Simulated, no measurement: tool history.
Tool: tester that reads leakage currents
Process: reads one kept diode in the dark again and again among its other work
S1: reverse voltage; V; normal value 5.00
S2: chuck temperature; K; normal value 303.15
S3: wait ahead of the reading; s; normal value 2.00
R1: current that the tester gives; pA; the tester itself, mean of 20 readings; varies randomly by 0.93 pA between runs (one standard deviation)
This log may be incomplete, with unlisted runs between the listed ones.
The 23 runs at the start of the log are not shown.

run    hour    S1      S2    S3       R1
 24   812.0  1.23  303.15  1.66   169.51
 25   841.5  5.00  303.15  5.40   284.43
 26   864.1  5.00  303.15  5.40   284.50
 27   897.2  6.85  308.15  5.40   486.14
 28   945.6  6.85  308.15  5.40   482.09
 29   993.9  5.00  316.15  7.58   817.55
 30  1026.3  1.89  297.15  1.89   116.62
 31  1054.4  1.62  303.15  0.81   185.80
 32  1077.8  1.62  303.15  0.81   185.00
 33  1125.4  5.00  310.15  1.44   504.88
 34  1169.0  5.00  310.15  1.44   507.13
 35  1205.2  5.47  321.15  0.43  1244.47
 36  1225.7  5.00  322.15  3.25  1290.88
 37  1256.2  5.00  322.15  3.25  1289.69
 38  1276.9  5.00  322.15  3.25  1290.12
 39  1308.0  5.00  322.15  3.25  1290.88

Consider 4 possible next runs. They are alternatives, not a sequence: every one starts from the tool as it was left by run 39. What does each give?
  A  1345.8  5.00  322.15  1.67   ?
  B  1345.8  5.00  312.15  0.74   ?
  C  1345.8  6.54  300.15  0.42   ?
  D  1345.8  1.22  303.15  2.00   ?

run       R1
  A  1278.60
  B   587.37
  C   242.53
  D   164.28
Without the tool's unlogged condition, the same runs would have read:
run       R1
  A  1410.21
  B   649.99
  C   267.58
  D   182.97
